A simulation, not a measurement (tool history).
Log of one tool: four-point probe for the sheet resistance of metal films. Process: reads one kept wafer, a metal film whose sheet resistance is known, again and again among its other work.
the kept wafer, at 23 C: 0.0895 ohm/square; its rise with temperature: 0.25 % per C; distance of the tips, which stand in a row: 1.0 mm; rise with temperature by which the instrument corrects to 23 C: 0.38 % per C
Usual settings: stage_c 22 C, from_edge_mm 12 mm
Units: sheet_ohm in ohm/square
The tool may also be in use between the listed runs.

Run 1, hour 0: usual settings. Result: sheet_ohm 0.089878 ohm/square.
Run 2, hour 14.5: usual settings but stage_c 32 C. Result: sheet_ohm 0.088827 ohm/square.
Run 3, hour 25.6: usual settings but stage_c 32 C. Result: sheet_ohm 0.088804 ohm/square.
Run 4, hour 39.2: usual settings but stage_c 32 C. Result: sheet_ohm 0.088781 ohm/square.
Run 5, hour 49.9: usual settings but stage_c 32 C. Result: sheet_ohm 0.08879 ohm/square.
Run 6, hour 60.9: usual settings but stage_c 32 C. Result: sheet_ohm 0.088773 ohm/square.
Run 7, hour 72.7: usual settings but stage_c 26 C. Result: sheet_ohm 0.089418 ohm/square.
Run 8, hour 80.2: usual settings but stage_c 26 C. Result: sheet_ohm 0.089415 ohm/square.
Run 9, hour 89: usual settings but stage_c 26 C. Result: sheet_ohm 0.089436 ohm/square.
Run 10, hour 98.2: usual settings but stage_c 21 C, from_edge_mm 3 mm. Result: sheet_ohm 0.09466 ohm/square.

Run 11 comes next. What will it give?
Run 11, hour 107.8: usual settings but stage_c 21 C, from_edge_mm 35 mm. Result: sheet_ohm ?.

{"run 11": {"sheet_ohm": 0.089629}}
Without the tool's hidden state the same run would have given sheet_ohm 0.089735 ohm/square.

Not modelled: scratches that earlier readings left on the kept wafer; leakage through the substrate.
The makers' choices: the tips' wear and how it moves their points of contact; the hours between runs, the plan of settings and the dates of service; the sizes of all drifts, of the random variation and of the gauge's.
